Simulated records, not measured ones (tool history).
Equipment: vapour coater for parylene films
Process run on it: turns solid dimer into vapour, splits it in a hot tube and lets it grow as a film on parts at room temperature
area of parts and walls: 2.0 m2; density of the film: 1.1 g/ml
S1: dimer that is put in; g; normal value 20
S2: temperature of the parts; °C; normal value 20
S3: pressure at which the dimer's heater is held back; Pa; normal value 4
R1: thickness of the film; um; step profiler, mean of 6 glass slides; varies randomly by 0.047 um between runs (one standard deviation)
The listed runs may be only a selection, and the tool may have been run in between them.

Run 1, hour 0: usual settings. Result: R1 4.87 um.
Run 2, hour 41.5: usual settings. Result: R1 4.83 um.
Run 3, hour 83.8: usual settings but S2 14 °C. Result: R1 5.57 um.
Run 4, hour 137.8: usual settings but S2 14 °C. Result: R1 5.43 um.
At hour 186: trap's valve overhauled.
Run 5, hour 195.3: usual settings but S2 27 °C. Result: R1 4.39 um.
Run 6, hour 246.3: usual settings but S3 3.26 Pa. Result: R1 5.38 um.
Run 7, hour 285.6: usual settings but S3 3.26 Pa. Result: R1 5.31 um.
Run 8, hour 320.1: usual settings but S1 31 g. Result: R1 7.91 um.
Run 9, hour 346.2: usual settings but S1 31 g. Result: R1 7.72 um.
Run 10, hour 380: usual settings but S1 31 g. Result: R1 7.82 um.
Run 11, hour 427.1: usual settings but S1 32 g. Result: R1 7.78 um.
Run 12, hour 471.7: usual settings. Result: R1 4.82 um.
Run 13, hour 529.5: usual settings. Result: R1 4.81 um.
Run 14, hour 555.6: usual settings. Result: R1 4.64 um.
Run 15, hour 583.2: usual settings. Result: R1 4.67 um.
Run 16, hour 637.5: usual settings but S2 13 °C. Result: R1 5.53 um.
Run 17, hour 699.1: usual settings. Result: R1 4.57 um.
At hour 712.1: trap's valve overhauled.
Run 18, hour 748.7: usual settings. Result: R1 5.24 um.
Run 19, hour 787.5: usual settings. Result: R1 5.21 um.
Run 20, hour 832.3: usual settings but S1 10 g, S2 26 °C, S3 4.88 Pa. Result: R1 2.19 um.
Run 21, hour 861: usual settings but S1 10 g, S2 26 °C, S3 4.88 Pa. Result: R1 2.15 um.
Run 22, hour 910.3: usual settings but S2 23 °C, S3 8.94 Pa. Result: R1 4.18 um.
Run 23, hour 947.3: usual settings but S2 14 °C, S3 6.14 Pa. Result: R1 5.44 um.
Run 24, hour 991.8: usual settings but S1 27 g, S3 4.2 Pa. Result: R1 6.59 um.
Run 25, hour 1018.1: usual settings but S2 19 °C, S3 2 Pa. Result: R1 5.42 um.
Run 26, hour 1060.3: usual settings but S1 16 g, S2 15 °C, S3 8.41 Pa. Result: R1 3.94 um.
Run 27, hour 1105.3: usual settings but S1 17 g, S2 15 °C, S3 11.47 Pa. Result: R1 4.01 um.
Run 28, hour 1165.8: usual settings but S1 17 g, S2 15 °C, S3 11.47 Pa. Result: R1 3.88 um.
Run 29, hour 1194.7: usual settings but S1 17 g, S2 15 °C, S3 11.47 Pa. Result: R1 3.91 um.
At hour 1236.2: trap's valve overhauled.
Run 30, hour 1262.2: usual settings but S1 33 g, S3 6.65 Pa. Result: R1 8.06 um.
Run 31, hour 1317.1: usual settings but S1 36 g, S2 24 °C, S3 4.88 Pa. Result: R1 8.23 um.

Predict the results of run 32:
Run 32, hour 1365.5: usual settings but S2 23 °C, S3 3.61 Pa. Result: R1 ?.

R1: 4.69 um
Take away the tool's hidden state, keep the run-to-run variation as it was, and the same run would have given R1 4.99 um.
